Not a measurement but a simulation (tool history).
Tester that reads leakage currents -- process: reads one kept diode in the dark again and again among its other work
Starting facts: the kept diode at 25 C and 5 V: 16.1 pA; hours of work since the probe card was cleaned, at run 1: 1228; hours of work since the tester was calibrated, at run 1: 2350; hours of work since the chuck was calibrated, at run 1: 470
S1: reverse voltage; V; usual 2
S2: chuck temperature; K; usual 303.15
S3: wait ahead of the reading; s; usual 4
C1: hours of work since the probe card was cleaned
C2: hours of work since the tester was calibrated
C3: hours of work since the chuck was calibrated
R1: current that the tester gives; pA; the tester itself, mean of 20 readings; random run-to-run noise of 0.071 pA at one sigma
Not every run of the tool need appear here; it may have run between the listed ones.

run,hour,S1,S2,S3,C1,C2,C3,R1
1,0,2,303.15,4,1228,2350,470,16.43
2,87.5,2,303.15,4,1263,2385,505,16.4
3,195.6,2,303.15,4,1306,2428,549,16.39
4,287.9,2,303.15,1.4,1343,2465,585,16.66
5,395.9,2,303.15,4,1387,2509,629,16.29
6,514.2,2,303.15,4,1434,2556,676,16.18
7,585.7,2,303.15,4,1463,2585,705,16.26
8,721,2,303.15,4,1517,2639,759,16.18
9,852.6,5.69,303.15,4,1570,2691,812,26.3
10,985.1,5.69,303.15,4,1623,2745,865,26.46
11,1076.7,5.69,303.15,4,1659,2781,901,26.41
12,1185.3,5.69,303.15,4,1703,2825,945,26.55
13,1335.1,5.69,303.15,4,1763,2885,1005,26.63
14,1450.9,5.69,303.15,4,1809,2931,1051,26.52
15,1580.6,2,303.15,3.19,1861,2983,1103,15.95
16,1668,2,303.15,3.19,1896,3018,1138,15.99
17,1733.3,2,303.15,3.19,1922,3044,1164,15.94
# hour 1773.5: probe card cleaned and baked
18,1870,2,303.15,3.19,39,3098,1218,13.95
19,1977.3,2,303.15,3.19,82,3141,1261,13.86
# hour 2066.2: chuck's temperature calibrated
20,2088,2.11,303.15,4,125,3184,9,17.01
# hour 2103.3: tester calibrated
21,2225.8,3.03,299.15,1.88,180,49,63,14.91
22,2315.2,3.03,299.15,1.88,215,85,99,14.96
23,2382.6,3.03,299.15,1.88,242,112,126,14.87
24,2535.8,2,306.15,4,304,173,187,20.21
# hour 2655.5: tester calibrated, once more
25,2676.5,7.45,303.15,2.36,359,8,243,29
26,2786.4,6.36,308.15,4,403,52,287,37.62
27,2939.4,5.42,308.15,1.77,465,114,348,35.48
28,3055.9,2,331.15,3.86,511,160,395,103.22
29,3134.4,3.34,323.15,3.86,543,192,426,76.3
30,3250.6,2,317.15,5.69,589,238,473,42.31
31,3390.7,2,317.15,5.69,645,294,529,42.12
32,3487.4,1.65,322.15,9.08,684,333,568,53.71
33,3618.8,4.7,299.15,4,737,386,620,17.92
34,3745.5,2,303.15,4.65,787,437,671,16.25
35,3883.6,2,303.15,4.65,843,492,726,16.15
36,4033,2,303.15,4.65,903,552,786,16.05
37,4124.3,2,303.15,4.65,939,588,823,16.01
38,4197.7,2.96,312.15,4,969,618,852,34.63
39,4289.2,2.43,325.15,0.41,1005,654,889,74.56

A few steps of R1 between consecutive runs. Split each: what settings, incoming material and random variation would produce without the hidden state, and what is left over for the hidden state, along with gauge scatter present in only one of the two compared results (measured, and without hidden state):
The hidden state here: stray current of the dirty probe card, pA a volt; current scale over the true one, %; true chuck temperature over the reading, C; drift of the gauge itself on leakage_pa, %.
Run 27 -> 28: S1 5.42 -> 2, S2 308.15 -> 331.15, S3 1.77 -> 3.86. R1 +67.74 pA: hidden state -2.89, all else +70.63.
Run 32 -> 33: S1 1.65 -> 4.7, S2 322.15 -> 299.15, S3 9.08 -> 4. R1 -35.79 pA: hidden state +2.81, all else -38.6.
Run 38 -> 39: S1 2.96 -> 2.43, S2 312.15 -> 325.15, S3 4 -> 0.41. R1 +39.93 pA: hidden state -3.48, all else +43.41.

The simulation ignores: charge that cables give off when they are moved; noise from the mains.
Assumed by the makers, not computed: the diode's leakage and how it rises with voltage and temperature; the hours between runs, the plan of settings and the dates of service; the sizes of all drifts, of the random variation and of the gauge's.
